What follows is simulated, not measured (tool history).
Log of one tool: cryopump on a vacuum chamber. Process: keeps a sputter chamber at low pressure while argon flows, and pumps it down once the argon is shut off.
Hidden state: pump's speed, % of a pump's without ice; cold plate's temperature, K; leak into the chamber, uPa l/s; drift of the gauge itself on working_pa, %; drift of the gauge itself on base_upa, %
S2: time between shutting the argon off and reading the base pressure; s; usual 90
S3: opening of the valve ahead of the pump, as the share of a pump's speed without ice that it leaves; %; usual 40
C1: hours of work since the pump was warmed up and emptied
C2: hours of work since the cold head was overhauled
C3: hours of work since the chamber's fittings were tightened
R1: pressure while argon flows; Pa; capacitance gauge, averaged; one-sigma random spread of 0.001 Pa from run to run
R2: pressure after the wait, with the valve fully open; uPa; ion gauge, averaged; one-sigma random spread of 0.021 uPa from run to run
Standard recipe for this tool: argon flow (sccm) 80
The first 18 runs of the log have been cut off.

run 19 hour=377.6 | argon_flow_(sccm)=80 S2=28 S3=40 | C1=221 C2=1278 C3=857 | R1=0.2285 R2=1.6
run 20 hour=396.2 | argon_flow_(sccm)=80 S2=24 S3=16 | C1=237 C2=1294 C3=872 | R1=0.5565 R2=1.86
run 21 hour=423.8 | argon_flow_(sccm)=46 S2=35 S3=20 | C1=260 C2=1317 C3=896 | R1=0.2574 R2=1.53
run 22 hour=451.6 | argon_flow_(sccm)=65 S2=90 S3=35 | C1=283 C2=1340 C3=919 | R1=0.2131 R2=0.98
run 23 hour=464 | argon_flow_(sccm)=65 S2=90 S3=35 | C1=294 C2=1351 C3=929 | R1=0.2124 R2=1.04
run 24 hour=492.5 | argon_flow_(sccm)=78 S2=21 S3=30 | C1=318 C2=1375 C3=953 | R1=0.296 R2=2.15
run 25 hour=521.3 | argon_flow_(sccm)=78 S2=21 S3=30 | C1=342 C2=1399 C3=978 | R1=0.2996 R2=2.05
run 26 hour=548.9 | argon_flow_(sccm)=59 S2=193 S3=24 | C1=365 C2=1422 C3=1001 | R1=0.2802 R2=0.89
run 27 hour=565.7 | argon_flow_(sccm)=109 S2=193 S3=59 | C1=379 C2=1436 C3=1015 | R1=0.2186 R2=0.86
run 28 hour=584.2 | argon_flow_(sccm)=80 S2=90 S3=53 | C1=395 C2=1452 C3=1031 | R1=0.1781 R2=1.09
run 29 hour=609.4 | argon_flow_(sccm)=80 S2=293 S3=53 | C1=416 C2=1473 C3=1052 | R1=0.1787 R2=0.9
run 30 hour=624.8 | argon_flow_(sccm)=80 S2=293 S3=53 | C1=429 C2=1486 C3=1065 | R1=0.1791 R2=0.96
run 31 hour=638.9 | argon_flow_(sccm)=80 S2=293 S3=53 | C1=441 C2=1498 C3=1077 | R1=0.1791 R2=0.87
run 32 hour=667.4 | argon_flow_(sccm)=80 S2=80 S3=47 | C1=465 C2=1522 C3=1100 | R1=0.2014 R2=1.16
run 33 hour=683.8 | argon_flow_(sccm)=106 S2=128 S3=46 | C1=478 C2=1536 C3=1114 | R1=0.273 R2=1.06
run 34 hour=702.3 | argon_flow_(sccm)=122 S2=90 S3=40 | C1=494 C2=1551 C3=1130 | R1=0.3595 R2=1.22

Forecast each of these 4 alternatives for the next run:
run A hour=717.1 | argon_flow_(sccm)=70 S2=90 S3=53 | C1=507 C2=1564 C3=1142 | R1=? R2=?
run B hour=717.1 | argon_flow_(sccm)=80 S2=90 S3=22 | C1=507 C2=1564 C3=1142 | R1=? R2=?
run C hour=717.1 | argon_flow_(sccm)=46 S2=171 S3=40 | C1=507 C2=1564 C3=1142 | R1=? R2=?
run D hour=717.1 | argon_flow_(sccm)=156 S2=90 S3=40 | C1=507 C2=1564 C3=1142 | R1=? R2=?

run=A R1=0.1587 R2=1.21
run=B R1=0.4161 R2=1.18
run=C R1=0.1352 R2=1.04
run=D R1=0.4579 R2=1.19
Had the tool no hidden state, the same runs would have come out as:
run=A R1=0.1458 R2=0.53
run=B R1=0.4014 R2=0.5
run=C R1=0.1268 R2=0.36
run=D R1=0.4293 R2=0.52
